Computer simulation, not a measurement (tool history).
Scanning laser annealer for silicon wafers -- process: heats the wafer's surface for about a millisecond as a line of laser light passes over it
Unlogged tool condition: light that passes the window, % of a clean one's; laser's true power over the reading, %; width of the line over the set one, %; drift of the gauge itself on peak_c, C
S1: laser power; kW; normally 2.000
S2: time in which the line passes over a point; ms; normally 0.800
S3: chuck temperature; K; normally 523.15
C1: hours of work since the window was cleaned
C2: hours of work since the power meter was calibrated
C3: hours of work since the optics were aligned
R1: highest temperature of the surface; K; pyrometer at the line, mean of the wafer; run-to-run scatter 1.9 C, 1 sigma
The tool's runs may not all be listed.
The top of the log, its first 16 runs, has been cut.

run     day     S1     S2      S3   C1   C2    C3       R1
 17  11.842  2.000  0.800  484.15  738  388   790  1317.15
 18  12.679  2.000  0.800  484.15  753  402   804  1315.15
 19  13.792  2.000  0.800  484.15  772  421   823  1318.15
     14.379  -- window over the wafer cleaned
 20  14.904  2.000  0.800  484.15    9  439   841  1320.15
 21  15.867  2.000  0.698  548.15   25  455   857  1322.15
 22  16.762  2.153  0.698  548.15   41  470   872  1385.15
 23  17.454  2.153  0.966  500.15   53  482   884  1511.15
 24  18.421  2.153  0.966  500.15   69  499   901  1513.15
 25  19.392  2.153  0.966  500.15   86  515   917  1511.15
 26  20.304  2.153  0.966  500.15  101  531   933  1507.15
 27  21.238  2.153  0.966  500.15  117  547   949  1511.15
 28  22.329  2.000  0.685  523.15  136  566   968  1284.15
 29  23.067  1.983  0.735  523.15  149  578   980  1308.15
 30  24.183  1.714  0.800  562.15  168  597   999  1263.15
 31  24.988  1.714  0.800  562.15  181  611  1013  1264.15
 32  25.925  1.714  0.800  562.15  197  627  1029  1263.15
 33  26.767  1.714  0.800  562.15  212  641  1043  1264.15
 34  27.800  1.714  0.800  562.15  229  659  1061  1262.15
 35  28.458  2.130  0.789  505.15  241  670  1072  1393.15
 36  29.242  2.057  0.941  523.15  254  684  1086  1470.15
 37  29.746  2.057  0.941  523.15  263  692  1094  1471.15
 38  30.462  2.057  0.941  523.15  275  705  1107  1469.15
 39  31.525  2.057  0.941  523.15  293  723  1125  1468.15
 40  32.412  2.147  0.609  551.15  308  738  1140  1328.15

Below are 3 alternative next runs, each starting from the tool's condition after run 40. Predict each:
  A  33.554  1.750  0.800  556.15  328  757  1159   ?
  B  33.554  1.998  0.848  553.15  328  757  1159   ?
  C  33.554  2.103  0.688  505.15  328  757  1159   ?

run       R1
  A  1276.15
  B  1414.15
  C  1318.15
Stripped of hidden state, with their random variation kept, the same runs would have yielded:
run       R1
  A  1276.15
  B  1415.15
  C  1318.15
